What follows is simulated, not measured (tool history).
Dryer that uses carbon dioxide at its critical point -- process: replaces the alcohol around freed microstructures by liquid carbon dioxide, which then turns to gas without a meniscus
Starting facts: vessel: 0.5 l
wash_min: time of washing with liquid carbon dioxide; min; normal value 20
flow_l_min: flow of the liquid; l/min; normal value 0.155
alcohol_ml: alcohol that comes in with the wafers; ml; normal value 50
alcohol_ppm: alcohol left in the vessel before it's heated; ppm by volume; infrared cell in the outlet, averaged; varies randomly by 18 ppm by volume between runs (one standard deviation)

| run | hour | wash_min | flow_l_min | alcohol_ml | alcohol_ppm |
|---|---|---|---|---|---|
| 1 | 0 | 20 | 0.155 | 50 | 2072 |
| 2 | 34.2 | 20 | 0.155 | 50 | 2209 |
| 3 | 56.5 | 20 | 0.155 | 50 | 2191 |
| 4 | 85.5 | 20 | 0.155 | 50 | 2300 |
| 5 | 120.1 | 20 | 0.155 | 50 | 2475 |
| 6 | 160.3 | 20 | 0.155 | 50 | 2615 |
|  | 164.7 | inlet filter changed |
| 7 | 180.8 | 26 | 0.155 | 50 | 347 |
| 8 | 203.7 | 20 | 0.253 | 50 | 99 |
| 9 | 234.6 | 18 | 0.253 | 50 | 193 |
| 10 | 262.9 | 18 | 0.253 | 50 | 192 |
| 11 | 298.3 | 18 | 0.253 | 50 | 207 |
| 12 | 326.1 | 18 | 0.136 | 50 | 3539 |
| 13 | 353.2 | 20 | 0.206 | 50 | 414 |
| 14 | 384.7 | 14 | 0.206 | 50 | 2045 |
| 15 | 405.1 | 14 | 0.206 | 50 | 2044 |
| 16 | 430.8 | 14 | 0.206 | 50 | 2145 |
| 17 | 458.8 | 14 | 0.206 | 50 | 2182 |
| 18 | 491.9 | 14 | 0.206 | 50 | 2317 |
| 19 | 511.5 | 20 | 0.242 | 50 | 218 |
| 20 | 542.3 | 20 | 0.242 | 50 | 232 |
| 21 | 573.8 | 20 | 0.155 | 50 | 1907 |
| 22 | 599.3 | 20 | 0.155 | 50 | 2021 |
| 23 | 624.9 | 20 | 0.155 | 50 | 2123 |
| 24 | 664.4 | 20 | 0.155 | 50 | 2172 |
| 25 | 691.4 | 20 | 0.155 | 28 | 1320 |
| 26 | 730.9 | 20 | 0.155 | 28 | 1375 |
| 27 | 747.5 | 20 | 0.155 | 41 | 1977 |
|  | 754.8 | inlet filter changed |
| 28 | 775.5 | 20 | 0.155 | 41 | 1023 |
| 29 | 794.9 | 20 | 0.155 | 41 | 1051 |
| 30 | 816 | 20 | 0.241 | 41 | 144 |
| 31 | 841 | 20 | 0.241 | 41 | 142 |
| 32 | 869.5 | 19 | 0.116 | 50 | 4754 |
| 33 | 906.5 | 13 | 0.144 | 86 | 13485 |
| 34 | 946.6 | 22 | 0.094 | 43 | 5437 |
| 35 | 975.1 | 26 | 0.155 | 93 | 865 |
| 36 | 1008.2 | 26 | 0.155 | 93 | 909 |
| 37 | 1032.2 | 20 | 0.146 | 40 | 1676 |
| 38 | 1065 | 16 | 0.172 | 116 | 6202 |
| 39 | 1105.6 | 31 | 0.216 | 71 | 79 |
| 40 | 1138 | 19 | 0.109 | 71 | 10180 |
| 41 | 1163 | 20 | 0.156 | 21 | 822 |
|  | 1185 | purifier's bed changed |
| 42 | 1198.7 | 20 | 0.19 | 76 | 1282 |
| 43 | 1235.4 | 20 | 0.19 | 76 | 1341 |
| 44 | 1252.5 | 20 | 0.19 | 76 | 1379 |
| 45 | 1275.7 | 23 | 0.137 | 81 | 3501 |
| 46 | 1295.7 | 23 | 0.137 | 81 | 3467 |

Hidden state or all else? Some run-to-run changes of alcohol_ppm, split into what the settings, what came in and random variation would give without the hidden state, and what is left for the hidden state (with any gauge scatter that isn't in both results):
Hidden state present: flow that reaches the vessel past the clogged filter, %; alcohol in the recycled carbon dioxide, ppm; drift of the gauge itself on alcohol_ppm, %.
Run 32 -> 33: wash_min 19 -> 13, flow_l_min 0.116 -> 0.144, alcohol_ml 50 -> 86. alcohol_ppm +8731 ppm by volume: hidden state +1033, all else +7698.
Run 38 -> 39: wash_min 16 -> 31, flow_l_min 0.172 -> 0.216, alcohol_ml 116 -> 71. alcohol_ppm -6123 ppm by volume: hidden state -1825, all else -4298.
Run 39 -> 40: wash_min 31 -> 19, flow_l_min 0.216 -> 0.109. alcohol_ppm +10101 ppm by volume: hidden state +2803, all else +7298.
Run 40 -> 41: wash_min 19 -> 20, flow_l_min 0.109 -> 0.156, alcohol_ml 71 -> 21. alcohol_ppm -9358 ppm by volume: hidden state -2503, all else -6855.

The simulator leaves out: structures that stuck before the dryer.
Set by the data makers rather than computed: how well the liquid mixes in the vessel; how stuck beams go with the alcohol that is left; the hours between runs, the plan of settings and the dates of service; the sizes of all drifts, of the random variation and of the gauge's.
